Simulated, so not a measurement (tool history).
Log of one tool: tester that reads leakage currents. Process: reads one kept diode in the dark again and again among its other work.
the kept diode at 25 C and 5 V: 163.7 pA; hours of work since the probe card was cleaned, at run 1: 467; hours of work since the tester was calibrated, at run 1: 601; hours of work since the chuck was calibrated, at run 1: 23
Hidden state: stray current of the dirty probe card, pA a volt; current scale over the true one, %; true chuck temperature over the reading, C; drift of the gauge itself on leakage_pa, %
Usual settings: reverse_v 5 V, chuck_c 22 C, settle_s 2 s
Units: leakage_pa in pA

run	day	reverse_v	chuck_c	settle_s	hours of work since the probe card was cleaned	hours of work since the tester was calibrated	hours of work since the chuck was calibrated	leakage_pa
1	0	5	22	2	467	601	23	127.78
2	1.017	5	22	0.58	481	615	37	129.93
3	2.675	5	22	2	504	638	59	129.21
4	4.054	5	22	2	523	657	78	130.05
5	5.617	5	34	2	544	678	100	371.1
6	6.404	5	22	2	555	689	111	130.55
7	7.942	5	22	2	576	710	132	130.81
8	8.825	5	34	2	588	723	144	373.8
9	10.304	5	22	2	609	743	164	132.01
10	11.296	5	22	3.28	622	756	178	132.26
11	12.825	5	22	3.28	643	777	199	132.33
12	14.492	5	22	3.28	666	800	222	132.39
# day 14.692: probe card cleaned and baked
13	15.658	5	22	3.28	13	815	236	134.58
14	17.221	5	22	2	35	836	257	135.14
15	18.529	5	22	2	53	854	275	135.88
16	19.421	5	22	2	65	866	288	137.25
17	20.771	5	22	2	84	885	306	136.85
18	21.55	5	22	2	94	896	317	137.43
19	22.646	5	22	2	109	911	332	137.84
# day 23.679: probe card cleaned and baked, once more
20	24.454	5	22	2	11	934	355	134.78
21	25.25	5	22	2	22	945	366	134.73
22	26.6	5	22	2	40	963	385	134.61
23	28.125	1.58	22	2	61	984	405	84.62
24	29.329	1.58	22	2	78	1001	422	84.98
25	30.867	1.58	22	2	99	1022	443	85.29
26	31.9	11.25	22	1	113	1036	457	193.3
27	33.033	1.7	22	8.1	128	1051	473	87.5
28	33.979	4.5	27	2.17	141	1064	486	207.21
29	35.471	1.97	27	1.31	162	1085	506	147.99
30	36.929	5	22	0.66	182	1105	526	140.51
31	38.467	1.11	22	2	203	1126	547	75.67
# day 39.179: chuck's temperature calibrated
32	39.404	18.84	47	1.04	215	1138	3	1802.01
33	40.7	18.84	47	1.04	233	1156	21	1811.33
34	41.508	18.84	47	0.62	244	1167	32	1817.8
35	42.421	5.33	35	1.38	256	1179	44	408.99
36	43.7	5.33	35	1.38	274	1197	62	411.98
37	44.817	5.33	35	1.38	289	1212	77	414.51
38	45.796	16.52	22	0.73	303	1226	91	217.07
39	46.962	2.55	22	2.64	319	1242	107	97.84

Forecast each of these 5 alternatives for the next run:
A	48.612	1.1	22	0.53	341	1264	130	?
B	48.612	5	41	2	341	1264	130	?
C	48.612	19.73	32	2	341	1264	130	?
D	48.612	4.32	22	2	341	1264	130	?
E	48.612	5	24	0.35	341	1264	130	?

run	leakage_pa
A	70.11
B	668.09
C	555.8
D	121.58
E	160.08
Without the tool's hidden state the same runs would have given:
run	leakage_pa
A	68.09
B	651.86
C	537.61
D	117.44
E	154.94
